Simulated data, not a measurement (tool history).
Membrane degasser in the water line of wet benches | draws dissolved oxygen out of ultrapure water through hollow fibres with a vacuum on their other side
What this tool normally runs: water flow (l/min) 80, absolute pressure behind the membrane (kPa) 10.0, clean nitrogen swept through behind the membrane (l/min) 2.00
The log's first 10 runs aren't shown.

run    hour  water flow (l/min)  absolute pressure behind the membrane (kPa)  clean nitrogen swept through behind the membrane (l/min)  dissolved oxygen in the water behind the degasser (ppb)  pressure that the water loses in the fibres (kPa)
 11  1006.7                  80                                         10.0                                                      2.00                                                    565.1                                              40.79
     1023.1  -- vacuum gauge calibrated, once more
 12  1088.5                  80                                         10.0                                                      2.00                                                    517.8                                              41.01
 13  1150.1                  80                                         10.0                                                      1.49                                                    654.7                                              40.64
 14  1254.6                  80                                         10.0                                                      1.49                                                    646.9                                              41.33
 15  1349.6                  80                                          7.7                                                      2.00                                                    361.7                                              41.17
 16  1459.1                 110                                         10.0                                                      2.00                                                    669.2                                              56.09
 17  1571.6                  95                                          8.9                                                      2.22                                                    467.2                                              48.74
 18  1690.6                 107                                         15.5                                                      1.14                                                   1609.3                                              55.03
 19  1774.4                 107                                         15.5                                                      1.14                                                   1596.2                                              54.97
 20  1861.4                 107                                         15.5                                                      1.14                                                   1586.8                                              55.03
 21  1948.5                 107                                         15.5                                                      1.14                                                   1578.8                                              54.87
 22  2035.7                 107                                         15.5                                                      1.14                                                   1594.2                                              55.39
 23  2138.0                  80                                         19.8                                                      1.85                                                   1244.3                                              41.64
 24  2188.6                  72                                         17.8                                                      3.22                                                    689.4                                              37.44
 25  2238.2                 112                                         13.3                                                      2.27                                                    900.8                                              57.94
 26  2337.1                  80                                         23.1                                                      2.25                                                   1275.0                                              41.66
 27  2416.3                 105                                          8.3                                                      1.22                                                    702.9                                              54.29
 28  2533.0                  50                                         13.8                                                      2.00                                                    554.6                                              26.27
 29  2604.0                  63                                          6.3                                                      1.65                                                    251.7                                              32.90
 30  2721.1                 114                                         13.3                                                      3.38                                                    693.1                                              59.99
 31  2822.0                  73                                         18.6                                                      4.85                                                    508.3                                              38.31
 32  2923.7                  80                                         15.1                                                      3.95                                                    521.8                                              41.88

Alternative continuations, all from the tool just after run 32; predict every row:
  A  3012.9                  80                                          7.1                                                      3.95                                                        ?                                                  ?
  B  3012.9                  61                                         10.0                                                      2.00                                                        ?                                                  ?
  C  3012.9                  80                                         18.6                                                      1.01                                                        ?                                                  ?

run  dissolved oxygen in the water behind the degasser (ppb)  pressure that the water loses in the fibres (kPa)
  A                                                    187.1                                              41.76
  B                                                    437.9                                              31.91
  C                                                   1741.1                                              42.42
Stripped of hidden state, with their random variation kept, the same runs would have yielded:
run  dissolved oxygen in the water behind the degasser (ppb)  pressure that the water loses in the fibres (kPa)
  A                                                    173.4                                              37.74
  B                                                    421.9                                              28.83
  C                                                   1720.5                                              38.35

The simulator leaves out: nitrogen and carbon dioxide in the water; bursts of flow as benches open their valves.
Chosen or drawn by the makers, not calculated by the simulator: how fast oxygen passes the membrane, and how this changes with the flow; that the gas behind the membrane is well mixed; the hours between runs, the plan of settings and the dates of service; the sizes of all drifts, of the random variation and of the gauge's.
